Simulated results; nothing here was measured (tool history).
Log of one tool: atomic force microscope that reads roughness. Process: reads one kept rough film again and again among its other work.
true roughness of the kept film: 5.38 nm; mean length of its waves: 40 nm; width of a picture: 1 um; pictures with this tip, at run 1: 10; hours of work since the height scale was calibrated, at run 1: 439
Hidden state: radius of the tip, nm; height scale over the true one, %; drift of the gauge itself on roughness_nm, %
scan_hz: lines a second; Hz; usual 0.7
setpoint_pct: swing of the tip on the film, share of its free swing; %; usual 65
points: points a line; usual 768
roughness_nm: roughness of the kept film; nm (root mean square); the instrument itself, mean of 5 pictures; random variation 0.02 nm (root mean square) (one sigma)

run	hour	scan_hz	setpoint_pct	points	pictures with this tip	hours of work since the height scale was calibrated	roughness_nm
1	0	0.7	65	768	10	439	4.783
2	27.9	0.7	65	768	44	458	4.621
3	77.6	0.7	79	768	105	490	4.141
# hour 119.4: new tip fitted
4	123.3	0.7	79	768	5	520	4.588
5	169.5	0.7	79	768	61	551	4.351
6	193.2	0.7	79	768	90	566	4.168
7	225.6	0.7	79	768	130	588	4.023
# hour 244.9: new tip fitted
8	268.4	0.7	79	768	29	616	4.501
9	306.1	0.7	79	768	75	640	4.261
10	352.4	0.7	65	597	132	671	4.17
# hour 371.8: new tip fitted
11	375.8	0.7	63	768	4	686	4.792
12	411.6	0.7	63	768	48	710	4.576
13	456.4	0.7	65	537	103	739	4.331
# hour 461.3: height scale calibrated on a step standard
14	478.6	0.7	65	537	129	11	4.167
# hour 499.1: new tip fitted
15	526.5	0.7	65	537	34	43	4.668
16	552	0.7	65	537	65	60	4.52
17	581.4	0.7	65	850	100	79	4.412
# hour 625.6: new tip fitted
18	625.6	0.7	65	850	0	108	4.802
19	658.2	2.484	79	768	40	129	3.726
20	690.2	0.657	84	768	79	150	4.237
21	717.8	0.603	72	377	112	169	4.233
# hour 750.9: new tip fitted
22	750.9	0.694	58	942	0	190	4.863
# hour 754.1: height scale calibrated on a step standard, once more
23	782.6	1.285	64	501	37	19	4.504
24	817.1	1.242	67	526	80	42	4.284
25	840.5	1.969	62	463	108	57	4.136
# hour 878.8: new tip fitted
26	883.4	1.969	62	463	6	85	4.556
27	920.7	1.969	62	463	51	110	4.37
28	963.3	1.969	62	463	103	138	4.159
29	985.3	0.7	77	768	130	152	4.111

Hidden state at the last listed run before each entry between runs and at the first one after, where it differs:
Between runs 3 and 4: new tip fitted (hour 119.4)
  radius of the tip, nm: 14.6 -> 6; height scale over the true one, %: -0.25 -> -0.28
  measured less the result without the state, roughness_nm: -0.51 -> -0.07 nm (root mean square)
Between runs 7 and 8: new tip fitted (hour 244.9)
  radius of the tip, nm: 17.7 -> 7.8; height scale over the true one, %: -0.34 -> -0.36
  measured less the result without the state, roughness_nm: -0.652 -> -0.175 nm (root mean square)
Between runs 10 and 11: new tip fitted (hour 371.8)
  radius of the tip, nm: 17.2 -> 6.1; height scale over the true one, %: -0.41 -> -0.43
  measured less the result without the state, roughness_nm: -0.654 -> -0.087 nm (root mean square)
Between runs 13 and 14: height scale calibrated on a step standard (hour 461.3)
  radius of the tip, nm: 15.2 -> 17.6; height scale over the true one, %: -0.47 -> -0.65
  measured less the result without the state, roughness_nm: -0.572 -> -0.685 nm (root mean square)
Between runs 14 and 15: new tip fitted (hour 499.1)
  radius of the tip, nm: 17.6 -> 8.1; height scale over the true one, %: -0.65 -> -0.67
  measured less the result without the state, roughness_nm: -0.685 -> -0.215 nm (root mean square)
Between runs 17 and 18: new tip fitted (hour 625.6)
  radius of the tip, nm: 13.5 -> 5.3; height scale over the true one, %: -0.71 -> -0.73
  measured less the result without the state, roughness_nm: -0.502 -> -0.053 nm (root mean square)
Between runs 21 and 22: new tip fitted (hour 750.9)
  radius of the tip, nm: 15.2 -> 5.3; height scale over the true one, %: -0.79 -> -0.8
  measured less the result without the state, roughness_nm: -0.577 -> -0.059 nm (root mean square)
Between runs 22 and 23: height scale calibrated on a step standard, once more (hour 754.1)
  radius of the tip, nm: 5.3 -> 8.7; height scale over the true one, %: -0.8 -> -0.08
  measured less the result without the state, roughness_nm: -0.059 -> -0.21 nm (root mean square)
Between runs 25 and 26: new tip fitted (hour 878.8)
  radius of the tip, nm: 15 -> 6.3; height scale over the true one, %: -0.11 -> -0.13
  measured less the result without the state, roughness_nm: -0.521 -> -0.078 nm (root mean square)
